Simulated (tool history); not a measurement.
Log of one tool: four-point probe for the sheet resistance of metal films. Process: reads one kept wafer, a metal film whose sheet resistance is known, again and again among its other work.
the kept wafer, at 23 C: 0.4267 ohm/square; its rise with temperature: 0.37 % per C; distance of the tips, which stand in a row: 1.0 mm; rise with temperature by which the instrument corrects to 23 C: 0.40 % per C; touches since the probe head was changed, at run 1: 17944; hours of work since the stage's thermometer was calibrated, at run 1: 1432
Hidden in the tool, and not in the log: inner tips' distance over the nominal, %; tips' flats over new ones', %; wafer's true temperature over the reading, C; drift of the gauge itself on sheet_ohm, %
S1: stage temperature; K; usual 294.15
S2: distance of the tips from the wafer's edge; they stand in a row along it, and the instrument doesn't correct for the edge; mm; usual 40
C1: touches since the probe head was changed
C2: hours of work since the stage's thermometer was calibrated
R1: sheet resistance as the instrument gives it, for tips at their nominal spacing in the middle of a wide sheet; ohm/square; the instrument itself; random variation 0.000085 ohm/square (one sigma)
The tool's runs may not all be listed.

{"run": 1, "hour": 0.0, "S1": 294.15, "S2": 40, "C1": 17944, "C2": 1432, "R1": 0.428281}
{"run": 2, "hour": 28.9, "S1": 294.15, "S2": 40, "C1": 18534, "C2": 1445, "R1": 0.428226}
{"run": 3, "hour": 48.3, "S1": 294.15, "S2": 40, "C1": 18930, "C2": 1453, "R1": 0.428191}
{"run": 4, "hour": 64.7, "S1": 298.15, "S2": 40, "C1": 19265, "C2": 1460, "R1": 0.427512}
{"run": 5, "hour": 79.0, "S1": 298.15, "S2": 40, "C1": 19557, "C2": 1467, "R1": 0.427777}
{"run": 6, "hour": 109.9, "S1": 301.15, "S2": 40, "C1": 20188, "C2": 1480, "R1": 0.427195}
{"run": 7, "hour": 122.8, "S1": 294.15, "S2": 61, "C1": 20450, "C2": 1486, "R1": 0.428163}
{"run": 8, "hour": 152.5, "S1": 303.15, "S2": 61, "C1": 21056, "C2": 1498, "R1": 0.426785}
{"run": 9, "hour": 177.3, "S1": 298.15, "S2": 61, "C1": 21563, "C2": 1509, "R1": 0.427576}
{"run": 10, "hour": 195.4, "S1": 297.15, "S2": 48, "C1": 21932, "C2": 1517, "R1": 0.427731}
{"hour": 197.6, "done": "stage's thermometer calibrated"}
{"run": 11, "hour": 212.8, "S1": 306.15, "S2": 40, "C1": 22278, "C2": 7, "R1": 0.426719}
{"run": 12, "hour": 235.6, "S1": 306.15, "S2": 40, "C1": 22743, "C2": 16, "R1": 0.426715}
{"run": 13, "hour": 264.6, "S1": 306.15, "S2": 40, "C1": 23336, "C2": 29, "R1": 0.42667}
{"run": 14, "hour": 281.1, "S1": 294.15, "S2": 75, "C1": 23672, "C2": 36, "R1": 0.428471}
{"run": 15, "hour": 311.0, "S1": 300.15, "S2": 4, "C1": 24283, "C2": 49, "R1": 0.441334}

4 ways to go on from here, each from the tool as it stands after run 15. What would each give?
{"run": "A", "hour": 338.9, "S1": 297.15, "S2": 40, "C1": 24852, "C2": 61, "R1": "?"}
{"run": "B", "hour": 338.9, "S1": 300.15, "S2": 22, "C1": 24852, "C2": 61, "R1": "?"}
{"run": "C", "hour": 338.9, "S1": 306.15, "S2": 8, "C1": 24852, "C2": 61, "R1": "?"}
{"run": "D", "hour": 338.9, "S1": 297.15, "S2": 40, "C1": 24852, "C2": 61, "R1": "?"}

run=A R1=0.428074
run=B R1=0.427810
run=C R1=0.430011
run=D R1=0.428020
Without the tool's hidden state the same runs would have given:
run=A R1=0.426733
run=B R1=0.426479
run=C R1=0.428691
run=D R1=0.426679

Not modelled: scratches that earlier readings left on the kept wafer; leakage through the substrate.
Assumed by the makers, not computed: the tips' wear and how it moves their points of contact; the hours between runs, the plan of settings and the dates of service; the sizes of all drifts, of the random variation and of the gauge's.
